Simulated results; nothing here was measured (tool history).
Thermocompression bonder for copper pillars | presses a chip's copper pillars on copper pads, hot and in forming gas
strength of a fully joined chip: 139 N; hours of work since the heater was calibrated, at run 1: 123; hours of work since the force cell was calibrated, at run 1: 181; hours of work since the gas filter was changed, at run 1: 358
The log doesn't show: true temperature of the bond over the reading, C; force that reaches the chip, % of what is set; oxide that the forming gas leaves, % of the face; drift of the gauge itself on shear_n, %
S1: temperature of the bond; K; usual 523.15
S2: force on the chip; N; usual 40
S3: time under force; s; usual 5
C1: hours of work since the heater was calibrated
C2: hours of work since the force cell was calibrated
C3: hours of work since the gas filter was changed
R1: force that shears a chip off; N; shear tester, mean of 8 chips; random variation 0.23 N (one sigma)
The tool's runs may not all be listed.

run,hour,S1,S2,S3,C1,C2,C3,R1
1,0,523.15,40,5,123,181,358,49.2
2,23.9,523.15,40,5,141,198,375,48.8
3,46.3,523.15,40,5,157,215,392,49.3
4,77.5,523.15,40,5,181,238,415,48.8
# hour 120.5: forming gas filter changed
5,125,523.15,40,5,216,274,3,50.7
6,160.2,523.15,40,5,242,300,30,50.6
7,190.2,523.15,40,5,264,322,52,50.4
8,223,523.15,40,5,289,347,77,50.4
9,268.2,523.15,40,5,323,381,110,50.4
10,306.4,550.15,28,6,351,409,139,54.5
11,333.1,499.15,29,4,371,429,159,21.3
12,366.7,499.15,29,4,396,454,184,21.1
13,404.8,499.15,29,3,425,483,212,18.5
14,446.2,493.15,26,9,456,513,243,23.7
15,490.8,504.15,40,6,489,547,277,39.5
16,517.2,504.15,40,6,509,566,296,39.4
17,558.1,528.15,42,4,539,597,327,51.2
18,603,507.15,25,4,573,631,360,20.1

Measured less the same run without the tool's hidden state. The same run-to-run variation is in both; the gauge's scatter may not be:
run,R1
1,-1.8
2,-1.8
3,-1.9
4,-1.9
5,-0.4
6,-0.4
7,-0.4
8,-0.5
9,-0.6
10,-0.9
11,-0.2
12,-0.3
13,-0.3
14,-0.4
15,-0.7
16,-0.7
17,-1.3
18,-0.4
